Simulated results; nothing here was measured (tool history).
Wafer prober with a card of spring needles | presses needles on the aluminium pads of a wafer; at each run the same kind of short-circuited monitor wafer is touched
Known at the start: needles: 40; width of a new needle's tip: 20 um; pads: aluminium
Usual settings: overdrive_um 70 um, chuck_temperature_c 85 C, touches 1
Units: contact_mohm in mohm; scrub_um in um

run	day	overdrive_um	chuck_temperature_c	touches	contact_mohm	scrub_um
1	0.000	70	85	1	227	9.03
# day 0.412: tips cleaned on abrasive film
2	0.679	60	85	1	230	7.75
# day 0.971: tips cleaned on abrasive film
3	1.238	60	85	1	230	7.75
# day 1.575: tips cleaned on abrasive film
# day 2.142: tips cleaned on abrasive film
4	2.242	63	85	1	228	8.10
# day 2.729: tips cleaned on abrasive film
# day 3.300: tips cleaned on abrasive film
5	3.300	63	85	1	232	8.13
# day 3.888: tips cleaned on abrasive film
6	4.179	63	85	1	227	8.07
# day 4.479: tips cleaned on abrasive film
# day 4.896: height of the first contact set anew
# day 5.108: tips cleaned on abrasive film
7	5.300	70	65	1	220	9.01
# day 5.696: tips cleaned on abrasive film
8	6.062	70	85	1	226	9.01
# day 6.242: tips cleaned on abrasive film
9	6.667	70	85	1	227	9.03
# day 6.812: tips cleaned on abrasive film
# day 7.371: tips cleaned on abrasive film
10	7.750	70	85	1	227	9.00
# day 7.946: tips cleaned on abrasive film
# day 8.554: tips cleaned on abrasive film
11	8.892	70	85	1	225	8.97
# day 9.162: tips cleaned on abrasive film
12	9.654	70	85	1	230	8.93
# day 9.708: tips cleaned on abrasive film
13	10.171	62	85	1	229	7.92
# day 10.275: tips cleaned on abrasive film
14	10.808	62	85	1	231	7.93
# day 10.862: tips cleaned on abrasive film
# day 11.446: tips cleaned on abrasive film
15	11.775	70	43	1	219	8.96
# day 12.033: tips cleaned on abrasive film
# day 12.612: tips cleaned on abrasive film
16	12.792	70	43	1	219	8.97

Forecast run 17:
# day 13.233: tips cleaned on abrasive film
17	13.321	70	43	1	?	?

{"run 17": {"contact_mohm": 217, "scrub_um": 8.91}}
Without the tool's hidden state the same run would have given contact_mohm 216 mohm, scrub_um 9.02 um.
